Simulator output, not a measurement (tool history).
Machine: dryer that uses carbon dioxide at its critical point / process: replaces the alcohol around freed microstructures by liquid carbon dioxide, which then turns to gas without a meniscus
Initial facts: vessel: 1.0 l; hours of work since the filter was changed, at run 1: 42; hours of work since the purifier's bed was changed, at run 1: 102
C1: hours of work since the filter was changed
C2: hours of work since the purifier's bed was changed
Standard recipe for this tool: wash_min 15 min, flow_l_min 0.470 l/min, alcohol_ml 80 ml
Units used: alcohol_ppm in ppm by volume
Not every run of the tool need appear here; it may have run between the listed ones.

Run 1, hour 0.0: usual settings; C1 42; C2 102. Result: alcohol_ppm 251 ppm by volume.
Run 2, hour 4.1: usual settings; C1 45; C2 104. Result: alcohol_ppm 254 ppm by volume.
Run 3, hour 12.6: usual settings but alcohol_ml 107 ml; C1 50; C2 109. Result: alcohol_ppm 330 ppm by volume.
Run 4, hour 17.3: usual settings but alcohol_ml 107 ml; C1 52; C2 112. Result: alcohol_ppm 342 ppm by volume.
Run 5, hour 25.0: usual settings but alcohol_ml 107 ml; C1 57; C2 117. Result: alcohol_ppm 361 ppm by volume.
Run 6, hour 30.9: usual settings but alcohol_ml 107 ml; C1 60; C2 120. Result: alcohol_ppm 366 ppm by volume.
Run 7, hour 37.2: usual settings but wash_min 14 min, flow_l_min 0.344 l/min, alcohol_ml 83 ml; C1 64; C2 124. Result: alcohol_ppm 1748 ppm by volume.
Run 8, hour 42.2: usual settings but wash_min 14 min, flow_l_min 0.535 l/min, alcohol_ml 32 ml; C1 67; C2 127. Result: alcohol_ppm 90 ppm by volume.
Run 9, hour 46.4: usual settings but wash_min 21 min, flow_l_min 0.638 l/min, alcohol_ml 32 ml; C1 69; C2 129. Result: alcohol_ppm 32 ppm by volume.
Run 10, hour 51.6: usual settings but wash_min 10 min, flow_l_min 0.713 l/min, alcohol_ml 36 ml; C1 73; C2 132. Result: alcohol_ppm 119 ppm by volume.
Run 11, hour 59.7: usual settings but wash_min 10 min, flow_l_min 0.713 l/min, alcohol_ml 36 ml; C1 77; C2 137. Result: alcohol_ppm 126 ppm by volume.

What if the next run were any one of these 4? Each begins from the tool's condition after run 11:
Run A, hour 67.3: usual settings but wash_min 10 min, flow_l_min 0.746 l/min, alcohol_ml 36 ml; C1 82; C2 141. Result: alcohol_ppm ?.
Run B, hour 67.3: usual settings but flow_l_min 0.705 l/min; C1 82; C2 141. Result: alcohol_ppm ?.
Run C, hour 67.3: usual settings but alcohol_ml 67 ml; C1 82; C2 141. Result: alcohol_ppm ?.
Run D, hour 67.3: usual settings but flow_l_min 0.702 l/min; C1 82; C2 141. Result: alcohol_ppm ?.

run  alcohol_ppm
  A          112
  B           36
  C          258
  D           37
What these runs would have given with no unlogged condition in the tool:
run  alcohol_ppm
  A           62
  B           10
  C          156
  D           11
